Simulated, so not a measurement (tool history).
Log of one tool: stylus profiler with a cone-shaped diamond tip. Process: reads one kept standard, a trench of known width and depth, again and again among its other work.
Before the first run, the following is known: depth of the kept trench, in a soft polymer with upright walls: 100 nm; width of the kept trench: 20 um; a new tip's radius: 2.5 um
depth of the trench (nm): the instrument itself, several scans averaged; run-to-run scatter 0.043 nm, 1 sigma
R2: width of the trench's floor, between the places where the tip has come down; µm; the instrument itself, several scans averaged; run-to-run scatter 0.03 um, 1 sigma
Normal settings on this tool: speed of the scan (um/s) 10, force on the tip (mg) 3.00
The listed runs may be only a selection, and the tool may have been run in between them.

run 1 hour=0.0 | speed_of_the_scan_(um/s)=10 force_on_the_tip_(mg)=3.00 | depth_of_the_trench_(nm)=100.59 R2=18.56
run 2 hour=40.4 | speed_of_the_scan_(um/s)=10 force_on_the_tip_(mg)=3.84 | depth_of_the_trench_(nm)=100.72 R2=18.51
run 3 hour=134.2 | speed_of_the_scan_(um/s)=10 force_on_the_tip_(mg)=1.66 | depth_of_the_trench_(nm)=100.35 R2=18.46
run 4 hour=230.9 | speed_of_the_scan_(um/s)=10 force_on_the_tip_(mg)=1.66 | depth_of_the_trench_(nm)=100.42 R2=18.47
run 5 hour=329.7 | speed_of_the_scan_(um/s)=4 force_on_the_tip_(mg)=1.66 | depth_of_the_trench_(nm)=100.36 R2=18.51
run 6 hour=386.5 | speed_of_the_scan_(um/s)=2 force_on_the_tip_(mg)=3.00 | depth_of_the_trench_(nm)=100.54 R2=18.50
run 7 hour=426.5 | speed_of_the_scan_(um/s)=2 force_on_the_tip_(mg)=3.00 | depth_of_the_trench_(nm)=100.57 R2=18.43
run 8 hour=511.2 | speed_of_the_scan_(um/s)=2 force_on_the_tip_(mg)=1.22 | depth_of_the_trench_(nm)=100.22 R2=18.42
run 9 hour=600.7 | speed_of_the_scan_(um/s)=2 force_on_the_tip_(mg)=1.22 | depth_of_the_trench_(nm)=100.13 R2=18.39
run 10 hour=674.8 | speed_of_the_scan_(um/s)=2 force_on_the_tip_(mg)=1.22 | depth_of_the_trench_(nm)=100.10 R2=18.47
run 11 hour=761.2 | speed_of_the_scan_(um/s)=2 force_on_the_tip_(mg)=2.62 | depth_of_the_trench_(nm)=100.31 R2=18.39
run 12 hour=856.0 | speed_of_the_scan_(um/s)=2 force_on_the_tip_(mg)=2.62 | depth_of_the_trench_(nm)=100.33 R2=18.30
run 13 hour=933.5 | speed_of_the_scan_(um/s)=2 force_on_the_tip_(mg)=2.62 | depth_of_the_trench_(nm)=100.30 R2=18.32
run 14 hour=987.8 | speed_of_the_scan_(um/s)=2 force_on_the_tip_(mg)=2.62 | depth_of_the_trench_(nm)=100.30 R2=18.36
run 15 hour=1033.9 | speed_of_the_scan_(um/s)=2 force_on_the_tip_(mg)=2.62 | depth_of_the_trench_(nm)=100.30 R2=18.33
run 16 hour=1121.1 | speed_of_the_scan_(um/s)=23 force_on_the_tip_(mg)=2.62 | depth_of_the_trench_(nm)=100.23 R2=18.21
-- hour=1130.7 height scale calibrated on a step standard
run 17 hour=1194.9 | speed_of_the_scan_(um/s)=2 force_on_the_tip_(mg)=3.00 | depth_of_the_trench_(nm)=100.26 R2=18.32

Run 18 comes next. What will it give?
run 18 hour=1279.8 | speed_of_the_scan_(um/s)=5 force_on_the_tip_(mg)=7.88 | depth_of_the_trench_(nm)=? R2=?

{"run 18": {"depth of the trench (nm)": 100.75, "R2": 18.28}}
Minus the tool's unlogged condition, the same run would have read depth of the trench (nm) 101.25, R2 18.60 µm.

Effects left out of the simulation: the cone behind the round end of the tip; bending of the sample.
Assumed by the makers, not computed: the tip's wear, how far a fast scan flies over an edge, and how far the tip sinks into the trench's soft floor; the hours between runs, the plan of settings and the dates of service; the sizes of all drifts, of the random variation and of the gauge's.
